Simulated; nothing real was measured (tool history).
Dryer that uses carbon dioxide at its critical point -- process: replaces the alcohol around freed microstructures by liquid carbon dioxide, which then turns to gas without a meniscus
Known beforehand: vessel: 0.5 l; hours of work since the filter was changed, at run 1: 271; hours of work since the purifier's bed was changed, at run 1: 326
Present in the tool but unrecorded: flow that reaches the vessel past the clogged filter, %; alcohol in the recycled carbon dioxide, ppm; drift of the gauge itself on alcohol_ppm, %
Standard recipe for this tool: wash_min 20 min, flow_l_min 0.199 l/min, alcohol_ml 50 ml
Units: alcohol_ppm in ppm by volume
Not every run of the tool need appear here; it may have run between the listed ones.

run	hour	wash_min	flow_l_min	alcohol_ml	hours of work since the filter was changed	hours of work since the purifier's bed was changed	alcohol_ppm
1	0	20	0.199	50	271	326	147
2	8.9	20	0.199	50	278	333	138
3	18.8	24	0.199	50	286	341	104
4	28.4	20	0.199	24	293	348	119
5	34.9	20	0.199	24	299	354	122
6	44.7	20	0.199	24	306	361	119
7	49	20	0.199	24	310	365	124
8	57.7	25	0.15	38	317	372	167
9	63.4	25	0.15	91	321	376	271
10	68.1	20	0.311	67	325	380	98
11	72.7	20	0.311	67	328	383	94

Estimate the outcome of run 12 from the log above:
12	81.3	20	0.311	67	335	390	?

alcohol_ppm: 98 ppm by volume
The same run, on a tool lacking any hidden state, would have yielded alcohol_ppm 1 ppm by volume.
